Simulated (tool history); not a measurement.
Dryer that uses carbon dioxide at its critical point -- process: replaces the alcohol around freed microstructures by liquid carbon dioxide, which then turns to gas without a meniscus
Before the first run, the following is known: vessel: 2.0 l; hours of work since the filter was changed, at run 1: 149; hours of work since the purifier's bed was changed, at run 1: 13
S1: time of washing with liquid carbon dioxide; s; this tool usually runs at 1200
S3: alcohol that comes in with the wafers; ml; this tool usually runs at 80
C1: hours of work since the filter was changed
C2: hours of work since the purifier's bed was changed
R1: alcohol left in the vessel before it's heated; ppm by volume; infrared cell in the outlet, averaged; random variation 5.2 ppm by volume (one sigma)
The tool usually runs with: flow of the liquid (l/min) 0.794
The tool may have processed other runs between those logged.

{"run": 1, "hour": 0.0, "S1": 1200, "flow of the liquid (l/min)": 0.794, "S3": 80, "C1": 149, "C2": 13, "R1": 142}
{"run": 2, "hour": 10.4, "S1": 1200, "flow of the liquid (l/min)": 0.794, "S3": 80, "C1": 157, "C2": 20, "R1": 142}
{"run": 3, "hour": 15.9, "S1": 1620, "flow of the liquid (l/min)": 0.794, "S3": 80, "C1": 161, "C2": 24, "R1": 34}
{"run": 4, "hour": 21.3, "S1": 1620, "flow of the liquid (l/min)": 0.794, "S3": 80, "C1": 165, "C2": 28, "R1": 20}
{"run": 5, "hour": 25.6, "S1": 1620, "flow of the liquid (l/min)": 0.794, "S3": 80, "C1": 168, "C2": 31, "R1": 24}
{"run": 6, "hour": 32.8, "S1": 1620, "flow of the liquid (l/min)": 0.794, "S3": 80, "C1": 173, "C2": 36, "R1": 18}
{"run": 7, "hour": 37.1, "S1": 1020, "flow of the liquid (l/min)": 1.221, "S3": 70, "C1": 176, "C2": 39, "R1": 28}
{"run": 8, "hour": 43.3, "S1": 1740, "flow of the liquid (l/min)": 0.711, "S3": 45, "C1": 180, "C2": 43, "R1": 23}
{"run": 9, "hour": 49.0, "S1": 1740, "flow of the liquid (l/min)": 0.711, "S3": 45, "C1": 184, "C2": 47, "R1": 18}
{"run": 10, "hour": 59.1, "S1": 1740, "flow of the liquid (l/min)": 0.711, "S3": 45, "C1": 191, "C2": 55, "R1": 15}
{"run": 11, "hour": 65.6, "S1": 1200, "flow of the liquid (l/min)": 1.275, "S3": 42, "C1": 196, "C2": 59, "R1": 13}

What if the next run were any one of these 4? Each begins from the tool's condition after run 11:
{"run": "A", "hour": 73.1, "S1": 1200, "flow of the liquid (l/min)": 0.794, "S3": 98, "C1": 201, "C2": 65, "R1": "?"}
{"run": "B", "hour": 73.1, "S1": 1680, "flow of the liquid (l/min)": 1.018, "S3": 37, "C1": 201, "C2": 65, "R1": "?"}
{"run": "C", "hour": 73.1, "S1": 720, "flow of the liquid (l/min)": 1.182, "S3": 42, "C1": 201, "C2": 65, "R1": "?"}
{"run": "D", "hour": 73.1, "S1": 1500, "flow of the liquid (l/min)": 1.275, "S3": 99, "C1": 201, "C2": 65, "R1": "?"}

run=A R1=187
run=B R1=12
run=C R1=160
run=D R1=9
Without the tool's unlogged condition, the same runs would have read:
run=A R1=130
run=B R1=10
run=C R1=116
run=D R1=7

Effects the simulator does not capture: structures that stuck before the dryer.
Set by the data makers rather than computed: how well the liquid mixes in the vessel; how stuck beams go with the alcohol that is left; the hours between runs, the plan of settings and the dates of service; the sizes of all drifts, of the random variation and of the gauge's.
